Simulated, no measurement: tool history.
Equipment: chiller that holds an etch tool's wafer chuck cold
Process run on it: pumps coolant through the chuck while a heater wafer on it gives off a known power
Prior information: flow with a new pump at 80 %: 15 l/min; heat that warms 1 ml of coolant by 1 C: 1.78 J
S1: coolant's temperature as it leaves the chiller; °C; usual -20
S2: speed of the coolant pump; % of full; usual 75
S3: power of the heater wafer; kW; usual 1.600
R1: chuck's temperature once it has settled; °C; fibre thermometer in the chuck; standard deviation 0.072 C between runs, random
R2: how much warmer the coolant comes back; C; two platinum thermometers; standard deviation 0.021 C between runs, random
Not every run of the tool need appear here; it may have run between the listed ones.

run 1 hour=0.0 | S1=-20 S2=75 S3=1.600 | R1=-8.81 R2=3.92
run 2 hour=125.4 | S1=-20 S2=75 S3=1.600 | R1=-8.72 R2=3.91
run 3 hour=222.6 | S1=-20 S2=75 S3=1.600 | R1=-8.72 R2=3.87
run 4 hour=377.5 | S1=-20 S2=75 S3=1.600 | R1=-8.64 R2=3.94
run 5 hour=470.6 | S1=-20 S2=80 S3=1.600 | R1=-9.19 R2=3.69
run 6 hour=632.6 | S1=-20 S2=80 S3=1.576 | R1=-9.51 R2=3.60
run 7 hour=740.8 | S1=-24 S2=82 S3=2.397 | R1=-8.22 R2=5.34
run 8 hour=866.4 | S1=-24 S2=80 S3=1.934 | R1=-10.96 R2=4.40
run 9 hour=1023.5 | S1=-16 S2=75 S3=1.610 | R1=-4.53 R2=4.01
run 10 hour=1193.2 | S1=-16 S2=75 S3=1.610 | R1=-4.70 R2=3.96

Forecast each of these 5 alternatives for the next run:
run A hour=1331.3 | S1=-20 S2=75 S3=2.001 | R1=? R2=?
run B hour=1331.3 | S1=-20 S2=90 S3=1.573 | R1=? R2=?
run C hour=1331.3 | S1=-20 S2=94 S3=1.170 | R1=? R2=?
run D hour=1331.3 | S1=-16 S2=75 S3=1.600 | R1=? R2=?
run E hour=1331.3 | S1=-15 S2=63 S3=1.031 | R1=? R2=?

run=A R1=-5.61 R2=4.98
run=B R1=-10.54 R2=3.18
run=C R1=-13.43 R2=2.23
run=D R1=-4.60 R2=3.97
run=E R1=-6.72 R2=3.11
Without the tool's unlogged condition, the same runs would have read:
run=A R1=-5.58 R2=4.84
run=B R1=-10.35 R2=3.09
run=C R1=-13.15 R2=2.16
run=D R1=-4.48 R2=3.86
run=E R1=-6.49 R2=3.02

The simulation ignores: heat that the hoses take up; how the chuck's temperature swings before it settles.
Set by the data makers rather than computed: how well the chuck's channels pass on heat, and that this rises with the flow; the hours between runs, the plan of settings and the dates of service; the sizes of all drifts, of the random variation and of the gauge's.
